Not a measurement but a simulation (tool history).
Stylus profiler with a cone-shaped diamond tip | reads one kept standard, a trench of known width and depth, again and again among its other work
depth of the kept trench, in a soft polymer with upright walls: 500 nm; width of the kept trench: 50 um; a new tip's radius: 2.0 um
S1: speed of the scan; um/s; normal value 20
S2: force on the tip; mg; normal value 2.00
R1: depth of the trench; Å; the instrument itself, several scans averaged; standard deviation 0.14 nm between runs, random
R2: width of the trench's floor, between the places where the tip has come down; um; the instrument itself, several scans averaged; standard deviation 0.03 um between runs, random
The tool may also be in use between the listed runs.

run,hour,S1,S2,R1,R2
1,0.0,20,2.00,5028.8,47.07
2,20.9,20,2.00,5031.1,47.00
3,54.2,20,2.00,5029.3,47.04
4,93.0,20,2.00,5027.7,47.05
5,110.5,20,2.00,5031.3,46.98
6,149.4,20,2.00,5028.8,47.02
7,184.6,20,4.66,5056.0,47.04
8,211.4,20,3.03,5038.1,47.02
9,244.4,17,2.00,5028.1,46.96
10,265.0,20,2.00,5029.8,47.01
11,304.2,20,2.16,5031.2,47.02
12,327.8,20,2.16,5028.9,46.94
13,369.0,20,2.16,5032.1,46.93
14,395.4,20,1.66,5023.2,46.92
# hour 399.6: height scale calibrated on a step standard
15,419.3,20,4.82,5048.5,46.97
16,458.7,20,4.82,5051.0,46.96
17,491.2,20,5.64,5060.6,46.93
18,510.9,20,5.64,5056.8,46.92
# hour 536.8: height scale calibrated on a step standard, once more
19,547.9,20,5.64,5070.4,46.99
20,571.2,20,5.64,5066.9,46.97
21,602.1,7,2.00,5031.8,46.92
22,641.5,7,2.00,5032.2,46.96
23,670.7,7,1.54,5024.6,46.94
24,699.9,8,2.00,5030.5,46.89
25,717.4,25,2.92,5039.1,46.90
26,758.9,25,2.92,5039.6,46.89
27,783.7,20,1.00,5017.9,46.76
28,810.6,75,5.85,5068.6,46.64
29,840.2,7,0.67,5011.3,46.83
30,859.1,51,4.15,5050.5,46.68
31,890.4,8,1.95,5029.5,46.86
32,917.0,17,3.68,5047.5,46.84
33,936.2,13,3.12,5038.5,46.76
34,974.6,9,3.12,5037.2,46.85
35,1008.1,9,3.12,5039.4,46.83
36,1042.2,8,5.57,5063.5,46.85
37,1065.6,8,5.57,5058.7,46.88
38,1094.9,20,4.53,5052.3,46.82
39,1134.4,20,4.53,5053.3,46.82
40,1172.7,17,0.85,5008.8,46.66
41,1207.1,22,0.76,5008.4,46.62

Here are 4 independent what-if runs from the current tool condition. What would each one return?
A,1245.3,66,1.93,?,?
B,1245.3,11,0.76,?,?
C,1245.3,8,0.82,?,?
D,1245.3,5,2.00,?,?

run,R1,R2
A,5024.2,46.34
B,5008.3,46.64
C,5010.1,46.74
D,5024.8,46.78
Take away the tool's hidden state, keep each run's random variation, and the runs would have read:
run,R1,R2
A,5034.1,46.87
B,5018.2,47.17
C,5020.0,47.27
D,5034.7,47.31
